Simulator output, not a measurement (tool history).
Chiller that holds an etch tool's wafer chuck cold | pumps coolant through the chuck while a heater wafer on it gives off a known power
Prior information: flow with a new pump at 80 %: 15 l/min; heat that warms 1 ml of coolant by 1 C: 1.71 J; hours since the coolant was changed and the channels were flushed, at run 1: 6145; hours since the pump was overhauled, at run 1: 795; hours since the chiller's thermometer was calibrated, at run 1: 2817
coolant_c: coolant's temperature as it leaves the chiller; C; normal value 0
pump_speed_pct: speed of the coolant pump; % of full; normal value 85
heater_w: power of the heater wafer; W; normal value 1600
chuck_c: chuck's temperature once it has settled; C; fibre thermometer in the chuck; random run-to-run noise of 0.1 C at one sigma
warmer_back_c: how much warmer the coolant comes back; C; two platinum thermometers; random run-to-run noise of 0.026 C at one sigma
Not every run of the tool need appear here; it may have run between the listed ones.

run,hour,coolant_c,pump_speed_pct,heater_w,hours since the coolant was changed and the channels were flushed,hours since the pump was overhauled,hours since the chiller's thermometer was calibrated,chuck_c,warmer_back_c
1,0,0,85,1600,6145,795,2817,14.6,3.55
2,32.6,0,85,2086,6177,827,2849,19.2,4.59
3,68.8,0,85,2086,6214,864,2885,19,4.65
4,96.6,-10,85,1600,6241,891,2913,4.7,3.53
5,121.4,0,85,1600,6266,916,2938,14.6,3.54
6,159.5,0,85,1600,6304,954,2976,14.7,3.52
7,197.4,0,85,1600,6342,992,3014,14.9,3.57
8,231.7,0,85,1600,6377,1027,3048,14.8,3.57
9,257.4,7,85,1600,6402,1052,3074,21.7,3.55
10,301.7,0,85,1556,6447,1097,3118,14.4,3.42
11,326.7,0,85,1625,6472,1122,3143,15.1,3.59
12,371.3,-7,85,1600,6516,1166,3188,7.8,3.55
13,394.6,0,85,1427,6539,1189,3211,13.1,3.14
14,429.4,0,85,1427,6574,1224,3246,13.5,3.19
15,474.8,4,76,822,6620,1270,3291,12.1,2.08
16,501.3,4,76,822,6646,1296,3318,11.9,1.99
17,542.1,-8,85,1254,6687,1337,3359,3.4,2.76
18,575.9,-8,85,1254,6721,1371,3392,3.6,2.74
19,601.3,1,92,1346,6746,1396,3418,12.9,2.75
20,645.8,1,92,1346,6791,1441,3462,12.9,2.73
21,690.8,8,92,1346,6836,1486,3507,20.1,2.76
22,721.6,1,85,1822,6866,1516,3538,18,4.04
# hour 727.7: chiller's thermometer calibrated
23,743.9,1,85,1822,6888,1538,16,18,4.09
24,780.7,1,85,1822,6925,1575,53,18.1,4.02
25,802.8,1,85,1822,6947,1597,75,18,4.05
26,824.4,7,85,1822,6968,1618,97,24,4.01
27,857.4,-2,96,1426,7001,1651,130,10.4,2.83
28,880.3,0,72,1005,7024,1674,153,10.4,2.65

What if the next run were any one of these 5? Each begins from the tool's condition after run 28:
A,923.2,2,85,1600,7067,1717,195,?,?
B,923.2,-7,98,2294,7067,1717,195,?,?
C,923.2,9,92,2157,7067,1717,195,?,?
D,923.2,4,65,1748,7067,1717,195,?,?
E,923.2,-1,72,1005,7067,1717,195,?,?

run,chuck_c,warmer_back_c
A,17.1,3.56
B,12.8,4.38
C,28.1,4.41
D,23.2,5.15
E,9.3,2.66
The same runs, with their run-to-run variation unchanged, on a tool lacking any hidden condition would have given:
run,chuck_c,warmer_back_c
A,16.1,3.51
B,11.4,4.32
C,26.8,4.35
D,21.9,5.08
E,8.6,2.62

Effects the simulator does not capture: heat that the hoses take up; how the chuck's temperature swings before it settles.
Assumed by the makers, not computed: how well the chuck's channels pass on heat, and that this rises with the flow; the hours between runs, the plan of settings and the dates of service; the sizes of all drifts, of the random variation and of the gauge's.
